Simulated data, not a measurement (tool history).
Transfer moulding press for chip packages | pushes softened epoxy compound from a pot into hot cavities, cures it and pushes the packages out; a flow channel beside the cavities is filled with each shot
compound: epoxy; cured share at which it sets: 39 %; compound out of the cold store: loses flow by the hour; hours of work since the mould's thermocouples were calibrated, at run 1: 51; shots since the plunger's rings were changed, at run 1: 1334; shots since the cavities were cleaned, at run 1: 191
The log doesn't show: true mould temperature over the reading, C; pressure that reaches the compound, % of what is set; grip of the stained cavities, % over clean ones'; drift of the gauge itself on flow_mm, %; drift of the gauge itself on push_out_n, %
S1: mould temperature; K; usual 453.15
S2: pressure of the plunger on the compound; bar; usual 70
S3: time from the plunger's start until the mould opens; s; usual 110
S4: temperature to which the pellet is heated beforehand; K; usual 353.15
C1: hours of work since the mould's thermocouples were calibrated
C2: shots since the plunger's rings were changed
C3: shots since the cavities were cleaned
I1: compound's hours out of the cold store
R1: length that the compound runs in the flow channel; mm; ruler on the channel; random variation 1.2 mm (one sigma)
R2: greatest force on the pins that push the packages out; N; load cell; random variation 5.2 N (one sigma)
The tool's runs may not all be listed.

| run | hour | S1 | S2 | S3 | S4 | C1 | C2 | C3 | I1 | R1 | R2 |
|---|---|---|---|---|---|---|---|---|---|---|---|
| 1 | 0 | 453.15 | 70 | 110 | 353.15 | 51 | 1334 | 191 | 28.4 | 763 | 301 |
|  | 39.5 | cavities cleaned with cleaning compound and waxed |
| 2 | 46.5 | 453.15 | 70 | 110 | 353.15 | 71 | 1676 | 54 | 17.5 | 788 | 267 |
| 3 | 97.7 | 453.15 | 70 | 110 | 353.15 | 93 | 2064 | 442 | 30.6 | 753 | 341 |
|  | 106.9 | cavities cleaned with cleaning compound and waxed |
|  | 169 | cavities cleaned with cleaning compound and waxed |
| 4 | 174.7 | 453.15 | 70 | 110 | 353.15 | 126 | 2626 | 44 | 12.4 | 793 | 282 |
|  | 233.9 | cavities cleaned with cleaning compound and waxed |
| 5 | 240.5 | 453.15 | 70 | 115 | 353.15 | 154 | 3113 | 50 | 47 | 714 | 252 |
|  | 295.8 | cavities cleaned with cleaning compound and waxed |
| 6 | 307 | 453.15 | 70 | 115 | 353.15 | 182 | 3606 | 85 | 39.7 | 727 | 264 |
|  | 360.4 | cavities cleaned with cleaning compound and waxed |
| 7 | 363.7 | 453.15 | 70 | 115 | 353.15 | 207 | 4025 | 25 | 48 | 708 | 240 |
| 8 | 404.4 | 453.15 | 70 | 115 | 353.15 | 225 | 4334 | 334 | 19.3 | 767 | 307 |
|  | 427.3 | cavities cleaned with cleaning compound and waxed |
|  | 456.9 | plunger's sealing rings changed |
| 9 | 456.9 | 453.15 | 70 | 115 | 353.15 | 246 | 0 | 205 | 42.9 | 739 | 289 |
|  | 495.8 | cavities cleaned with cleaning compound and waxed |
| 10 | 513.2 | 453.15 | 70 | 115 | 353.15 | 270 | 416 | 132 | 23.9 | 778 | 277 |
| 11 | 553.7 | 453.15 | 70 | 110 | 353.15 | 288 | 723 | 439 | 11.4 | 805 | 329 |
|  | 562.3 | cavities cleaned with cleaning compound and waxed |
| 12 | 620.6 | 453.15 | 70 | 110 | 353.15 | 316 | 1219 | 442 | 47.8 | 721 | 311 |
|  | 629.9 | cavities cleaned with cleaning compound and waxed |
| 13 | 679.8 | 453.15 | 70 | 110 | 353.15 | 342 | 1657 | 378 | 18 | 782 | 325 |
|  | 693.9 | cavities cleaned with cleaning compound and waxed |
|  | 756.1 | cavities cleaned with cleaning compound and waxed |
| 14 | 757.9 | 451.15 | 62.9 | 105 | 349.15 | 375 | 2226 | 13 | 14.4 | 755 | 308 |
|  | 821.8 | cavities cleaned with cleaning compound and waxed |
| 15 | 848 | 451.15 | 62.9 | 105 | 346.15 | 414 | 2898 | 198 | 12.8 | 755 | 342 |
|  | 885.1 | cavities cleaned with cleaning compound and waxed |
| 16 | 921.5 | 461.15 | 52.6 | 105 | 346.15 | 445 | 3445 | 276 | 42.4 | 608 | 270 |
|  | 951.6 | cavities cleaned with cleaning compound and waxed |
| 17 | 991.8 | 461.15 | 52.6 | 105 | 346.15 | 476 | 3966 | 304 | 43.1 | 605 | 267 |
|  | 1014.6 | cavities cleaned with cleaning compound and waxed |
| 18 | 1060.5 | 461.15 | 52.6 | 105 | 346.15 | 505 | 4476 | 348 | 15.3 | 652 | 282 |
|  | 1081.1 | cavities cleaned with cleaning compound and waxed |
|  | 1095.4 | plunger's sealing rings changed |
|  | 1151.7 | cavities cleaned with cleaning compound and waxed |
| 19 | 1155.6 | 453.15 | 66.5 | 134 | 353.15 | 545 | 446 | 29 | 38.9 | 721 | 238 |
|  | 1214.7 | cavities cleaned with cleaning compound and waxed |
| 20 | 1227 | 453.15 | 77.2 | 95 | 353.15 | 575 | 976 | 93 | 29.7 | 798 | 338 |
|  | 1277.2 | cavities cleaned with cleaning compound and waxed |
| 21 | 1304.7 | 453.15 | 70 | 110 | 344.15 | 609 | 1554 | 208 | 34.2 | 749 | 290 |
|  | 1344.2 | cavities cleaned with cleaning compound and waxed |
| 22 | 1367.8 | 450.15 | 72.1 | 99 | 360.15 | 636 | 2021 | 179 | 36.8 | 757 | 369 |
|  | 1408.1 | cavities cleaned with cleaning compound and waxed |
| 23 | 1419.3 | 453.15 | 70 | 119 | 346.15 | 658 | 2401 | 85 | 22.7 | 770 | 256 |
| 24 | 1467.6 | 453.15 | 70 | 110 | 358.15 | 679 | 2767 | 451 | 41.1 | 726 | 329 |
|  | 1474.2 | cavities cleaned with cleaning compound and waxed |
|  | 1538.4 | cavities cleaned with cleaning compound and waxed |
| 25 | 1546.5 | 450.15 | 82.6 | 110 | 353.15 | 712 | 3343 | 62 | 42.3 | 793 | 297 |
| 26 | 1595.7 | 450.15 | 82.6 | 110 | 353.15 | 734 | 3716 | 435 | 11.1 | 867 | 357 |

Forecast each of these 3 alternatives for the next run:
|  | 1603.6 | cavities cleaned with cleaning compound and waxed |
| A | 1638.9 | 458.15 | 82.6 | 92 | 359.15 | 752 | 4032 | 268 | 45.8 | ? | ? |
|  | 1603.6 | cavities cleaned with cleaning compound and waxed |
| B | 1638.9 | 458.15 | 81.2 | 110 | 353.15 | 752 | 4032 | 268 | 17.8 | ? | ? |
|  | 1603.6 | cavities cleaned with cleaning compound and waxed |
| C | 1638.9 | 454.15 | 82.6 | 110 | 346.15 | 752 | 4032 | 268 | 25.4 | ? | ? |

| run | R1 | R2 |
|---|---|---|
| A | 758 | 293 |
| B | 817 | 281 |
| C | 816 | 294 |
Without the tool's hidden state the same runs would have given:
| run | R1 | R2 |
|---|---|---|
| A | 781 | 255 |
| B | 843 | 239 |
| C | 842 | 255 |

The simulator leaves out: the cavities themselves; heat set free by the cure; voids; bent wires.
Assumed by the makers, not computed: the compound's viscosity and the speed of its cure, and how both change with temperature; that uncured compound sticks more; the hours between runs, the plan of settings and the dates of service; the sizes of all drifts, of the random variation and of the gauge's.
